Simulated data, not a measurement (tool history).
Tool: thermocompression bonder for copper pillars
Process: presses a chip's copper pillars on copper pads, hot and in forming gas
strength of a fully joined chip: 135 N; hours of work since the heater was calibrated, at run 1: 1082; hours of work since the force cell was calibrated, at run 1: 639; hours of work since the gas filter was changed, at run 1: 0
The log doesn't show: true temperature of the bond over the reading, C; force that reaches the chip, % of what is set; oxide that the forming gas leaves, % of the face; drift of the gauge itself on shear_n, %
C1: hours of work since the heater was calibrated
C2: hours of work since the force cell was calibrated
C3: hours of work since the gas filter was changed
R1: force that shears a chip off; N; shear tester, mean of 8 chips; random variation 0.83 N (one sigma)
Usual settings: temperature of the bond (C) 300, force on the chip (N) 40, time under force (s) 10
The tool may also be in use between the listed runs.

run 1 day=0.000 | temperature_of_the_bond_(C)=300 force_on_the_chip_(N)=40 time_under_force_(s)=10 | C1=1082 C2=639 C3=0 | R1=58.3
run 2 day=1.108 | temperature_of_the_bond_(C)=300 force_on_the_chip_(N)=40 time_under_force_(s)=10 | C1=1100 C2=657 C3=18 | R1=57.4
run 3 day=1.971 | temperature_of_the_bond_(C)=300 force_on_the_chip_(N)=40 time_under_force_(s)=10 | C1=1114 C2=671 C3=32 | R1=57.2
run 4 day=2.554 | temperature_of_the_bond_(C)=300 force_on_the_chip_(N)=40 time_under_force_(s)=10 | C1=1124 C2=681 C3=42 | R1=57.6
run 5 day=3.421 | temperature_of_the_bond_(C)=300 force_on_the_chip_(N)=40 time_under_force_(s)=10 | C1=1138 C2=695 C3=56 | R1=56.3
run 6 day=4.600 | temperature_of_the_bond_(C)=300 force_on_the_chip_(N)=29 time_under_force_(s)=10 | C1=1157 C2=714 C3=75 | R1=41.5
run 7 day=5.479 | temperature_of_the_bond_(C)=300 force_on_the_chip_(N)=40 time_under_force_(s)=10 | C1=1171 C2=728 C3=89 | R1=54.5
run 8 day=6.692 | temperature_of_the_bond_(C)=300 force_on_the_chip_(N)=40 time_under_force_(s)=10 | C1=1191 C2=748 C3=109 | R1=54.5
run 9 day=7.479 | temperature_of_the_bond_(C)=300 force_on_the_chip_(N)=40 time_under_force_(s)=10 | C1=1204 C2=761 C3=122 | R1=56.0
run 10 day=8.404 | temperature_of_the_bond_(C)=300 force_on_the_chip_(N)=40 time_under_force_(s)=11 | C1=1219 C2=776 C3=137 | R1=55.6
run 11 day=9.529 | temperature_of_the_bond_(C)=300 force_on_the_chip_(N)=40 time_under_force_(s)=11 | C1=1237 C2=794 C3=155 | R1=56.6
run 12 day=10.362 | temperature_of_the_bond_(C)=300 force_on_the_chip_(N)=40 time_under_force_(s)=11 | C1=1251 C2=808 C3=169 | R1=53.9
run 13 day=11.179 | temperature_of_the_bond_(C)=300 force_on_the_chip_(N)=40 time_under_force_(s)=11 | C1=1264 C2=821 C3=182 | R1=54.1
run 14 day=12.008 | temperature_of_the_bond_(C)=325 force_on_the_chip_(N)=40 time_under_force_(s)=10 | C1=1278 C2=834 C3=195 | R1=69.2
run 15 day=13.238 | temperature_of_the_bond_(C)=300 force_on_the_chip_(N)=52 time_under_force_(s)=10 | C1=1298 C2=854 C3=215 | R1=64.1
run 16 day=13.762 | temperature_of_the_bond_(C)=300 force_on_the_chip_(N)=40 time_under_force_(s)=10 | C1=1306 C2=863 C3=224 | R1=52.5
run 17 day=14.325 | temperature_of_the_bond_(C)=300 force_on_the_chip_(N)=40 time_under_force_(s)=10 | C1=1315 C2=872 C3=233 | R1=50.6
run 18 day=15.221 | temperature_of_the_bond_(C)=300 force_on_the_chip_(N)=40 time_under_force_(s)=10 | C1=1330 C2=887 C3=247 | R1=51.7
run 19 day=16.417 | temperature_of_the_bond_(C)=300 force_on_the_chip_(N)=40 time_under_force_(s)=10 | C1=1349 C2=906 C3=267 | R1=51.1
-- day=16.817 forming gas filter changed
run 20 day=17.292 | temperature_of_the_bond_(C)=300 force_on_the_chip_(N)=40 time_under_force_(s)=10 | C1=1363 C2=920 C3=8 | R1=55.7

The next listed run, before its measurement:
run 21 day=18.404 | temperature_of_the_bond_(C)=286 force_on_the_chip_(N)=40 time_under_force_(s)=21 | C1=1381 C2=938 C3=26 | R1=?

Run 21 gave R1 59.9 N.
Without the tool's hidden state the same run would have given R1 71.4 N.
